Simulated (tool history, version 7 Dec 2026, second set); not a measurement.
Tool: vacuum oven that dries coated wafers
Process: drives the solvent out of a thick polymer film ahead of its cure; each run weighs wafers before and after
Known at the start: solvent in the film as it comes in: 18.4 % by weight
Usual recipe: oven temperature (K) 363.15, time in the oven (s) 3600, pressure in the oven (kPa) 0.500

run   hour  oven temperature (K)  time in the oven (s)  pressure in the oven (kPa)  solvent left in the film (%)
  1    0.0                363.15                  3600                       0.500                          4.00
  2   14.1                363.15                  3600                       1.303                          4.28
  3   26.9                363.15                  3600                       0.597                          4.04
  4   37.3                363.15                  3600                       0.597                          4.04
  5   51.3                363.15                  3600                       0.597                          4.00
  6   63.1                363.15                  3600                       0.597                          4.06
  7   77.8                374.15                  3600                       0.597                          2.09
  8   91.1                365.15                  4560                       0.444                          2.45
  9  102.9                365.15                  4560                       0.444                          2.48
 10  122.8                365.15                  4800                       1.020                          2.49
 11  147.0                365.15                  4800                       1.020                          2.52
 12  157.8                375.15                  2640                       0.466                          3.23
 13  180.2                373.15                  3600                       0.500                          2.18
 14  199.4                363.15                  3240                       1.020                          4.71

3 ways to go on from here, each from the tool as it stands after run 14. What would each give?
  A  224.1                349.15                  4680                       1.221                             ?
  B  224.1                369.15                  3240                       1.020                             ?
  C  224.1                367.15                  3600                       0.500                             ?

run  solvent left in the film (%)
  A                          6.10
  B                          3.49
  C                          3.25
Without the tool's unlogged condition, the same runs would have read:
run  solvent left in the film (%)
  A                          6.05
  B                          3.49
  C                          3.24
